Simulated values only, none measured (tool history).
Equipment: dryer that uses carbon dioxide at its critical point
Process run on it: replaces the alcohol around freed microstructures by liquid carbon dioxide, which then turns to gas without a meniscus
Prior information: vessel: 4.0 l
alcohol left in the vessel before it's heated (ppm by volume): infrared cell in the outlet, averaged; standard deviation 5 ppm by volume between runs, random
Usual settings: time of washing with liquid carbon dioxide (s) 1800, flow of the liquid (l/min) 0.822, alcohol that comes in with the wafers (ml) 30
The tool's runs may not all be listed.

run   hour  time of washing with liquid carbon dioxide (s)  flow of the liquid (l/min)  alcohol that comes in with the wafers (ml)  alcohol left in the vessel before it's heated (ppm by volume)
  1      0                                            1800                       0.822                                          30                                                            250
  2   35.9                                            1800                       0.822                                          30                                                            260
  3   64.7                                            1800                       0.822                                          30                                                            267
  4  115.4                                            1800                       0.822                                          30                                                            279
  5  153.1                                            1800                       0.822                                          32                                                            294
     158.7  -- inlet filter changed
  6  215.5                                            1800                       0.822                                          32                                                            271
  7  269.7                                            1800                       0.822                                          32                                                            278
  8  315.1                                            1800                       1.374                                          32                                                            254
  9  351.1                                            1800                       1.374                                          32                                                            248
 10    385                                            1800                       1.374                                          32                                                            264
     393.5  -- purifier's bed changed
 11  414.5                                            1800                       1.374                                          32                                                             13
 12  452.5                                            1800                       1.378                                          26                                                             17
 13  489.9                                            1800                       0.773                                          60                                                            149

What if the next run were any one of these 3? Each begins from the tool's condition after run 13:
  A  538.3                                            1620                       1.175                                          21                                                              ?
  B  538.3                                            1800                       0.773                                          21                                                              ?
  C  538.3                                            1200                       0.773                                          30                                                              ?

run  alcohol left in the vessel before it's heated (ppm by volume)
  A                                                             45
  B                                                             82
  C                                                            353
What these runs would have given with no unlogged condition in the tool:
run  alcohol left in the vessel before it's heated (ppm by volume)
  A                                                             13
  B                                                             38
  C                                                            254
